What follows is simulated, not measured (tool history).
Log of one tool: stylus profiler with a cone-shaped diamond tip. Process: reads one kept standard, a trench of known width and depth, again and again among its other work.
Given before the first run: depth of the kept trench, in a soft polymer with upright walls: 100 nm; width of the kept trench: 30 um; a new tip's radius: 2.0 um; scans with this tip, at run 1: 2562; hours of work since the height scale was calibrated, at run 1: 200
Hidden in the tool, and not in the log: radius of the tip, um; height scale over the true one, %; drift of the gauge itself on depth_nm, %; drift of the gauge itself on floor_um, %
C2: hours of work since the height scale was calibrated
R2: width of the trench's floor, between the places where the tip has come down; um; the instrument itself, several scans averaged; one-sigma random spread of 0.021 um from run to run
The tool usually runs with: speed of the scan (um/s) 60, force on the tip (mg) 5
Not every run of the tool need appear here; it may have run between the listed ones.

run 1 hour=0 | speed_of_the_scan_(um/s)=60 force_on_the_tip_(mg)=5 | scans_with_this_tip=2562 C2=200 | depth_of_the_trench_(Å)=1026.4 R2=28.38
run 2 hour=22.6 | speed_of_the_scan_(um/s)=60 force_on_the_tip_(mg)=5 | scans_with_this_tip=2778 C2=217 | depth_of_the_trench_(Å)=1027 R2=28.42
run 3 hour=57.1 | speed_of_the_scan_(um/s)=60 force_on_the_tip_(mg)=2.33 | scans_with_this_tip=3108 C2=242 | depth_of_the_trench_(Å)=1016.5 R2=28.29
run 4 hour=75.2 | speed_of_the_scan_(um/s)=60 force_on_the_tip_(mg)=2.33 | scans_with_this_tip=3281 C2=256 | depth_of_the_trench_(Å)=1016.2 R2=28.3
run 5 hour=104.3 | speed_of_the_scan_(um/s)=60 force_on_the_tip_(mg)=2.33 | scans_with_this_tip=3559 C2=277 | depth_of_the_trench_(Å)=1016 R2=28.24
run 6 hour=144.2 | speed_of_the_scan_(um/s)=60 force_on_the_tip_(mg)=2.33 | scans_with_this_tip=3940 C2=307 | depth_of_the_trench_(Å)=1016.3 R2=28.29
run 7 hour=183.9 | speed_of_the_scan_(um/s)=60 force_on_the_tip_(mg)=5 | scans_with_this_tip=4320 C2=337 | depth_of_the_trench_(Å)=1026.8 R2=28.37
run 8 hour=224.5 | speed_of_the_scan_(um/s)=60 force_on_the_tip_(mg)=5 | scans_with_this_tip=4708 C2=367 | depth_of_the_trench_(Å)=1027.2 R2=28.38
run 9 hour=245.6 | speed_of_the_scan_(um/s)=60 force_on_the_tip_(mg)=5 | scans_with_this_tip=4909 C2=383 | depth_of_the_trench_(Å)=1026.7 R2=28.39
run 10 hour=265 | speed_of_the_scan_(um/s)=60 force_on_the_tip_(mg)=5 | scans_with_this_tip=5095 C2=397 | depth_of_the_trench_(Å)=1026.9 R2=28.38
run 11 hour=289.3 | speed_of_the_scan_(um/s)=28 force_on_the_tip_(mg)=3.45 | scans_with_this_tip=5328 C2=415 | depth_of_the_trench_(Å)=1021.5 R2=28.49

Expected results for the next run?
run 12 hour=320.5 | speed_of_the_scan_(um/s)=42 force_on_the_tip_(mg)=1.98 | scans_with_this_tip=5626 C2=439 | depth_of_the_trench_(Å)=? R2=?

{"run 12": {"depth of the trench (Å)": 1015, "R2": 28.33}}
If the tool had no hidden condition, the same run with the same run-to-run variation would have returned depth of the trench (Å) 1014, R2 28.46 um.
